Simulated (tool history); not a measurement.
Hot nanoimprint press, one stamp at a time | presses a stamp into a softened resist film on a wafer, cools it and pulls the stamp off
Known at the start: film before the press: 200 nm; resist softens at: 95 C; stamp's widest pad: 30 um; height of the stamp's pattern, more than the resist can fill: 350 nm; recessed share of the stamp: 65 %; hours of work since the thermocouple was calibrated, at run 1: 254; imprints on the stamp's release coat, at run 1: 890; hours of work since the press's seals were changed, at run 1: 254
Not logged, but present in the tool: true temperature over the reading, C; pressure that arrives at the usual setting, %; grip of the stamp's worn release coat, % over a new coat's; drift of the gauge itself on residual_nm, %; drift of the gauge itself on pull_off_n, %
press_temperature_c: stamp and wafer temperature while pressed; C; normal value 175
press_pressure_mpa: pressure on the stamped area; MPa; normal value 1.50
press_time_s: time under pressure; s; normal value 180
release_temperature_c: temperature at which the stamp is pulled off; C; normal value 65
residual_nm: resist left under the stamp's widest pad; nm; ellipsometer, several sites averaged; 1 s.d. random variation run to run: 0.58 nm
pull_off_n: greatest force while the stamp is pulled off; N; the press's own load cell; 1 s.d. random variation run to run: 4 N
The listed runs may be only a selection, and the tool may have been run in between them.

run	hour	press_temperature_c	press_pressure_mpa	press_time_s	release_temperature_c	hours of work since the thermocouple was calibrated	imprints on the stamp's release coat	hours of work since the press's seals were changed	residual_nm	pull_off_n
1	0.0	175	1.50	180	65	254	890	254	75.9	249
2	63.7	175	1.50	180	65	281	986	281	75.5	251
3	121.8	175	1.50	180	65	306	1073	306	75.2	260
4	168.2	175	1.50	180	65	326	1143	326	75.6	261
5	209.1	175	1.50	180	65	343	1205	343	74.8	276
6	238.9	175	1.50	180	65	356	1249	356	75.5	272
7	290.1	175	1.50	180	65	378	1326	378	74.7	271
8	325.7	175	1.50	180	65	393	1380	393	74.4	302
# hour 358.1: plate thermocouple calibrated
9	379.3	175	1.50	180	65	9	1456	415	81.2	290
10	416.0	183	1.50	353	51	25	1511	431	39.7	353
11	451.8	183	1.50	353	51	40	1565	446	39.0	370
12	484.1	165	1.50	180	59	54	1614	460	128.5	342
13	535.1	165	1.72	229	52	76	1690	482	112.3	362
14	587.4	165	1.72	229	52	98	1769	504	113.5	376
15	651.7	183	1.10	229	52	126	1866	532	55.0	394
16	706.5	170	1.50	356	65	149	1948	556	76.6	328
17	742.3	170	1.50	356	65	165	2002	571	76.9	341

Forecast each of these 4 alternatives for the next run:
A	771.4	179	1.50	93	51	177	2046	583	?	?
B	771.4	168	1.50	268	65	177	2046	583	?	?
C	771.4	170	1.50	223	65	177	2046	583	?	?
D	771.4	165	1.50	323	65	177	2046	583	?	?

run	residual_nm	pull_off_n
A	84.9	407
B	95.7	338
C	92.3	347
D	104.1	354
Without the tool's hidden state the same runs would have given:
run	residual_nm	pull_off_n
A	86.3	229
B	97.6	190
C	94.1	196
D	106.2	199
